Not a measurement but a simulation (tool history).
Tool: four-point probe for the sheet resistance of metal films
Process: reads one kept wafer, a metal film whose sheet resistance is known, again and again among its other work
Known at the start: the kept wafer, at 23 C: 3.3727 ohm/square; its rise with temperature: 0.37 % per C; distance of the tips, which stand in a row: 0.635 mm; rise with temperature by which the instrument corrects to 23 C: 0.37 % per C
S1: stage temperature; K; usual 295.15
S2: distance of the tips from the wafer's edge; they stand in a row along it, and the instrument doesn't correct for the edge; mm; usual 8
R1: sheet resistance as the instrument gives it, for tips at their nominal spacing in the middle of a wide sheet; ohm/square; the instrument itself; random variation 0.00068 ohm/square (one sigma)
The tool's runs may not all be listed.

run   hour      S1  S2        R1
  1    0.0  295.15   8  3.369248
  2   22.5  295.15   8  3.367487
  3   32.5  295.15   8  3.367761
  4   44.2  295.15   6  3.376610
  5   57.6  295.15   6  3.375562
  6   79.6  295.15   6  3.374712
  7   98.2  295.15   4  3.399991
  8  108.0  295.15   4  3.399201
  9  128.3  295.15   8  3.365843
 10  146.8  298.15  10  3.359670
 11  169.1  298.15  10  3.358788
 12  182.6  295.15  38  3.351604
 13  197.9  304.15  31  3.350794
 14  211.2  308.15  27  3.351783
 15  230.8  308.15  27  3.351774
 16  251.5  294.15  47  3.349875
 17  265.2  298.15   8  3.361689

4 ways to go on from here, each from the tool as it stands after run 17. What would each give?
  A  286.9  304.15  10   ?
  B  286.9  297.15  25   ?
  C  286.9  294.15   8   ?
  D  286.9  298.15  14   ?

run        R1
  A  3.355267
  B  3.351595
  C  3.361169
  D  3.352342
Without the tool's hidden state the same runs would have given:
run        R1
  A  3.378949
  B  3.375219
  C  3.384839
  D  3.375975
